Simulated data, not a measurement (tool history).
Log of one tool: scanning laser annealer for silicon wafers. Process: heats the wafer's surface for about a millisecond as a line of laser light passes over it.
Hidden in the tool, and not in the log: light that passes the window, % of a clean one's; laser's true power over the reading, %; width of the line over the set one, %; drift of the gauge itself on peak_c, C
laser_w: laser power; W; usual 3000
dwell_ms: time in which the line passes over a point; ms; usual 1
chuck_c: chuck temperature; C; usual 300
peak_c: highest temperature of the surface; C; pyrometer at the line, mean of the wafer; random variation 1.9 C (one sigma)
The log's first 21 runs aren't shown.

run   hour  laser_w  dwell_ms  chuck_c  hours of work since the window was cleaned  hours of work since the power meter was calibrated  hours of work since the optics were aligned  peak_c
 22  280.9     2919         1      302                                         205                                                 224                                         1010    1074
 23    293     2919         1      302                                         214                                                 233                                         1019    1071
 24  307.1     2580      1.13      289                                         224                                                 243                                         1030    1013
 25  320.3     3071         1      273                                         234                                                 253                                         1039    1078
 26  327.8     3071         1      273                                         239                                                 258                                         1045    1077
 27  337.5     2996      1.18      324                                         247                                                 265                                         1052    1176
 28  353.8     2996      1.18      324                                         258                                                 277                                         1064    1172
 29  367.8     2862      1.18      324                                         269                                                 288                                         1074    1137
 30  382.9     3000      1.04      300                                         280                                                 299                                         1085    1097
 31  390.7     2985      1.21      300                                         285                                                 304                                         1091    1151
 32  405.2     2893      1.09      294                                         296                                                 315                                         1101    1081
 33  414.3     3025      0.98      276                                         303                                                 321                                         1108    1058
 34  427.3     2660      1.02      300                                         312                                                 331                                         1117    1004
 35  439.6     3141       1.2      300                                         321                                                 340                                         1126    1189
 36  455.3     3141       1.2      300                                         333                                                 352                                         1138    1186
 37  466.7     2892      0.88      309                                         341                                                 360                                         1146    1020
 38    475     2562      0.88      309                                         347                                                 366                                         1152     940
 39  490.7     2862      0.76      288                                         358                                                 377                                         1164     941
 40    500     2862      0.76      288                                         365                                                 384                                         1171     943

4 ways to go on from here, each from the tool as it stands after run 40. What would each give?
  A  511.6     2862      0.76      277                                         374                                                 393                                         1179       ?
  B  511.6     3000         1      328                                         374                                                 393                                         1179       ?
  C  511.6     3000         1      262                                         374                                                 393                                         1179       ?
  D  511.6     2562         1      293                                         374                                                 393                                         1179       ?

run  peak_c
  A     934
  B    1105
  C    1042
  D     961
Without the tool's hidden state the same runs would have given:
run  peak_c
  A     966
  B    1143
  C    1080
  D     994

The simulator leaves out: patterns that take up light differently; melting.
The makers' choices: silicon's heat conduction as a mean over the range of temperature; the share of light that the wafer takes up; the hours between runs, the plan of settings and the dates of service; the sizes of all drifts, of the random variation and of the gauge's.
